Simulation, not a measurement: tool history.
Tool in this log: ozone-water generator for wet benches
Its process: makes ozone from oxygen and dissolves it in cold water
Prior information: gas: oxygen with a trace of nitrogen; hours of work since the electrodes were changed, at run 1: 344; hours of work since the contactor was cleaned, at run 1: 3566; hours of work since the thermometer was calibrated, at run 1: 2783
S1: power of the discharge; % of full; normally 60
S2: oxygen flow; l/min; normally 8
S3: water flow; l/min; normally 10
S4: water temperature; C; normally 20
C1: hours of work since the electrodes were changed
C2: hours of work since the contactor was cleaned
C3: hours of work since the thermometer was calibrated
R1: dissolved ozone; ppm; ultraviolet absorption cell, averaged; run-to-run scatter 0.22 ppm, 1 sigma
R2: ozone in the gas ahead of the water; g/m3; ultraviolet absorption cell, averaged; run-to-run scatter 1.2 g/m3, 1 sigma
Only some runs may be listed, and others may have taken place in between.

run,day,S1,S2,S3,S4,C1,C2,C3,R1,R2
1,0,60,8,10,20,344,3566,2783,31.2,214.3
2,0.954,60,8,10,20,363,3585,2802,31.4,215.8
3,2.062,60,8,10,20,386,3608,2825,31.3,214.7
4,2.925,60,8,10,20,403,3625,2842,31.1,215.1
5,4.479,60,8,10,20,435,3656,2874,30.9,213.6
6,5.262,60,8,10,20,451,3672,2890,31.1,214.2
7,6.762,60,8,10,20,481,3703,2920,31.3,216.1
8,7.904,93,8,10,20,504,3726,2943,43.5,302
9,8.638,60,9.29,10,20,519,3741,2958,30.3,199.3
10,9.758,60,8.09,10,20,542,3763,2981,30.9,212.9
11,11.05,60,8.09,10,20,568,3789,3007,30.9,213.7
12,12.1,60,8.09,10,20,589,3811,3028,31.3,212.7
13,13.721,60,12.54,10,20,622,3843,3061,28.3,175.6
14,14.542,60,6.61,10,25,638,3860,3077,28.1,230.5
15,15.817,44,11.78,8,17,664,3886,3103,28,143.1
16,17.438,44,11.78,15,17,697,3919,3136,18.4,142.1
17,18.75,98,8,10,20,724,3945,3163,45.2,308.5
18,19.846,43,10.03,8,20,746,3967,3185,26.7,148.6
19,20.679,60,4.73,10,13,763,3984,3202,36.8,266.5
20,21.654,60,4.73,10,13,782,4004,3221,36.9,265.3
21,22.692,41,8,15,14,803,4025,3242,19,158.8

Each row is a separate what-if for the run after 21, all from the same tool condition, not one after another. Results?
A,24.188,68,8,10,20,834,4055,3273,?,?
B,24.188,60,8,10,25,834,4055,3273,?,?
C,24.188,59,12.51,10,27,834,4055,3273,?,?
D,24.188,94,8,7,22,834,4055,3273,?,?
E,24.188,60,8,11,24,834,4055,3273,?,?

run,R1,R2
A,33.7,234.8
B,27.7,212.9
C,23.4,173.9
D,51.4,302.1
E,26.2,213.6
What these runs would have given with no unlogged condition in the tool:
run,R1,R2
A,35,239.1
B,28.8,216.4
C,24.2,176.7
D,53.5,309
E,27.2,217.1
